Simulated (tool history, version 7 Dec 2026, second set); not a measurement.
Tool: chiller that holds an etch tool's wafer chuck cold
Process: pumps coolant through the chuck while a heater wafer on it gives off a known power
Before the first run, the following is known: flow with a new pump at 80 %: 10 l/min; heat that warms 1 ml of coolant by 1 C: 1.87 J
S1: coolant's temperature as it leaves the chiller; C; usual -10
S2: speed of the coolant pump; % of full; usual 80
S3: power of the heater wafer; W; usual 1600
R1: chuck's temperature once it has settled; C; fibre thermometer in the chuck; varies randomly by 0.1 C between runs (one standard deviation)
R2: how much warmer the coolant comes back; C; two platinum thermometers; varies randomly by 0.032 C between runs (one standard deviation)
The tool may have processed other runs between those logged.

| run | hour | S1 | S2 | S3 | R1 | R2 |
|---|---|---|---|---|---|---|
| 1 | 0 | -10 | 80 | 1600 | 1.8 | 5.19 |
| 2 | 25.5 | -10 | 80 | 1600 | 1.8 | 5.15 |
| 3 | 52.1 | -10 | 80 | 1600 | 1.9 | 5.13 |
| 4 | 74.8 | -12 | 80 | 1600 | -0.1 | 5.19 |
| 5 | 91 | -12 | 80 | 1067 | -4.1 | 3.43 |
| 6 | 118.5 | -10 | 80 | 1752 | 3 | 5.59 |
| 7 | 138.3 | -10 | 80 | 1752 | 2.8 | 5.65 |
| 8 | 166 | -10 | 80 | 1752 | 2.8 | 5.65 |
| 9 | 185 | -10 | 80 | 1600 | 2.1 | 5.18 |
| 10 | 215.8 | -10 | 80 | 1600 | 1.9 | 5.15 |
| 11 | 240.5 | -10 | 80 | 1600 | 1.6 | 5.12 |
| 12 | 255.5 | -10 | 89 | 1600 | 1 | 4.63 |
| 13 | 291.6 | -9 | 80 | 963 | -1.9 | 3.08 |
| 14 | 317.8 | -16 | 80 | 1577 | -4.2 | 5.06 |
| 15 | 333.9 | -4 | 91 | 1600 | 7.1 | 4.54 |
| 16 | 364.7 | -13 | 80 | 829 | -6.9 | 2.66 |
| 17 | 385.2 | -20 | 80 | 1600 | -8.1 | 5.17 |
| 18 | 417.8 | -17 | 63 | 2315 | 3 | 9.58 |
| 19 | 453.7 | -16 | 75 | 1128 | -7.4 | 3.88 |
| 20 | 489.1 | -16 | 60 | 1204 | -5.2 | 5.24 |
| 21 | 514.1 | -4 | 76 | 1355 | 6.4 | 4.59 |
| 22 | 549 | -4 | 76 | 1355 | 6.3 | 4.58 |

Table of differences, measured result less the result of that run with no hidden state. Run-to-run variation is the same in both. Gauge scatter possibly is not:
Hidden conditions of the tool in this case: heat passed by the chuck's channels, % of clean ones'; flow at a given pump speed, % of a new pump's; coolant's true temperature over the reading, C; drift of the gauge itself on chuck_c, C; drift of the gauge itself on warmer_back_c, C.
| run | R2 |
|---|---|
| 1 | +0.01 |
| 2 | +0.01 |
| 3 | +0.01 |
| 4 | +0.01 |
| 5 | +0.01 |
| 6 | +0.02 |
| 7 | +0.02 |
| 8 | +0.01 |
| 9 | +0.02 |
| 10 | +0.02 |
| 11 | +0.02 |
| 12 | +0.01 |
| 13 | +0.01 |
| 14 | +0.02 |
| 15 | +0.02 |
| 16 | +0.01 |
| 17 | +0.02 |
| 18 | +0.04 |
| 19 | +0.01 |
| 20 | +0.03 |
| 21 | +0.03 |
| 22 | +0.02 |
R1 without the hidden state stays within 0.2 C of what was measured, in all runs.
